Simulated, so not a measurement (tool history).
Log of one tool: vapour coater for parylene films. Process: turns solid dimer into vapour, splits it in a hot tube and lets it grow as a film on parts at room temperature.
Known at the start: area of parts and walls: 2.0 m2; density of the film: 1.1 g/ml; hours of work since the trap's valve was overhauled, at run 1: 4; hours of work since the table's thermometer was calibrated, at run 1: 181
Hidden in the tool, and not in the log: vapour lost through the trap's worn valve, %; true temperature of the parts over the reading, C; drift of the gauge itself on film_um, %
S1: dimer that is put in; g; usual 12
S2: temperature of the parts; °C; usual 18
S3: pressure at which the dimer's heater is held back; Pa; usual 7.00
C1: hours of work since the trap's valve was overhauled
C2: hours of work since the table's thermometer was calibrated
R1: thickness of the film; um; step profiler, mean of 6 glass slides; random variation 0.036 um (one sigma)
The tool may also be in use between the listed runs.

{"run": 1, "day": 0.0, "S1": 12, "S2": 18, "S3": 7.0, "C1": 4, "C2": 181, "R1": 3.74}
{"run": 2, "day": 0.917, "S1": 12, "S2": 18, "S3": 7.0, "C1": 20, "C2": 197, "R1": 3.76}
{"run": 3, "day": 1.412, "S1": 14, "S2": 18, "S3": 7.0, "C1": 29, "C2": 206, "R1": 4.24}
{"run": 4, "day": 2.5, "S1": 14, "S2": 18, "S3": 7.0, "C1": 48, "C2": 225, "R1": 4.37}
{"run": 5, "day": 3.058, "S1": 14, "S2": 18, "S3": 7.0, "C1": 58, "C2": 235, "R1": 4.36}
{"run": 6, "day": 4.008, "S1": 14, "S2": 18, "S3": 7.0, "C1": 74, "C2": 251, "R1": 4.28}
{"run": 7, "day": 4.929, "S1": 14, "S2": 18, "S3": 7.0, "C1": 90, "C2": 267, "R1": 4.26}
{"run": 8, "day": 5.712, "S1": 12, "S2": 18, "S3": 7.0, "C1": 104, "C2": 281, "R1": 3.65}
{"run": 9, "day": 6.475, "S1": 12, "S2": 18, "S3": 7.0, "C1": 117, "C2": 294, "R1": 3.65}
{"run": 10, "day": 7.529, "S1": 19, "S2": 18, "S3": 7.0, "C1": 136, "C2": 313, "R1": 5.7}
{"run": 11, "day": 8.196, "S1": 19, "S2": 18, "S3": 7.0, "C1": 148, "C2": 324, "R1": 5.76}
{"run": 12, "day": 9.25, "S1": 12, "S2": 18, "S3": 7.0, "C1": 166, "C2": 343, "R1": 3.53}
{"run": 13, "day": 10.179, "S1": 12, "S2": 18, "S3": 7.0, "C1": 182, "C2": 359, "R1": 3.63}
{"run": 14, "day": 10.904, "S1": 12, "S2": 11, "S3": 7.0, "C1": 195, "C2": 372, "R1": 4.73}
{"run": 15, "day": 11.912, "S1": 7, "S2": 12, "S3": 3.31, "C1": 212, "C2": 389, "R1": 3.01}
{"run": 16, "day": 12.562, "S1": 7, "S2": 19, "S3": 3.55, "C1": 224, "C2": 401, "R1": 2.26}
{"run": 17, "day": 13.3, "S1": 7, "S2": 19, "S3": 3.55, "C1": 237, "C2": 413, "R1": 2.26}
{"run": 18, "day": 14.062, "S1": 11, "S2": 18, "S3": 7.0, "C1": 250, "C2": 427, "R1": 3.21}
{"run": 19, "day": 14.712, "S1": 10, "S2": 18, "S3": 7.19, "C1": 261, "C2": 438, "R1": 2.84}
{"run": 20, "day": 15.721, "S1": 6, "S2": 26, "S3": 2.29, "C1": 279, "C2": 456, "R1": 1.52}
{"run": 21, "day": 16.6, "S1": 12, "S2": 18, "S3": 9.12, "C1": 294, "C2": 471, "R1": 3.25}
{"run": 22, "day": 17.608, "S1": 12, "S2": 18, "S3": 9.12, "C1": 312, "C2": 489, "R1": 3.34}
{"run": 23, "day": 18.262, "S1": 16, "S2": 18, "S3": 7.69, "C1": 323, "C2": 500, "R1": 4.52}

Forecast each of these 4 alternatives for the next run:
{"run": "A", "day": 18.754, "S1": 19, "S2": 12, "S3": 7.69, "C1": 332, "C2": 509, "R1": "?"}
{"run": "B", "day": 18.754, "S1": 5, "S2": 27, "S3": 3.92, "C1": 332, "C2": 509, "R1": "?"}
{"run": "C", "day": 18.754, "S1": 21, "S2": 15, "S3": 7.0, "C1": 332, "C2": 509, "R1": "?"}
{"run": "D", "day": 18.754, "S1": 12, "S2": 18, "S3": 2.37, "C1": 332, "C2": 509, "R1": "?"}

run=A R1=6.74
run=B R1=1.15
run=C R1=6.76
run=D R1=4.22
Without the tool's hidden state the same runs would have given:
run=A R1=7.41
run=B R1=1.27
run=C R1=7.43
run=D R1=4.64

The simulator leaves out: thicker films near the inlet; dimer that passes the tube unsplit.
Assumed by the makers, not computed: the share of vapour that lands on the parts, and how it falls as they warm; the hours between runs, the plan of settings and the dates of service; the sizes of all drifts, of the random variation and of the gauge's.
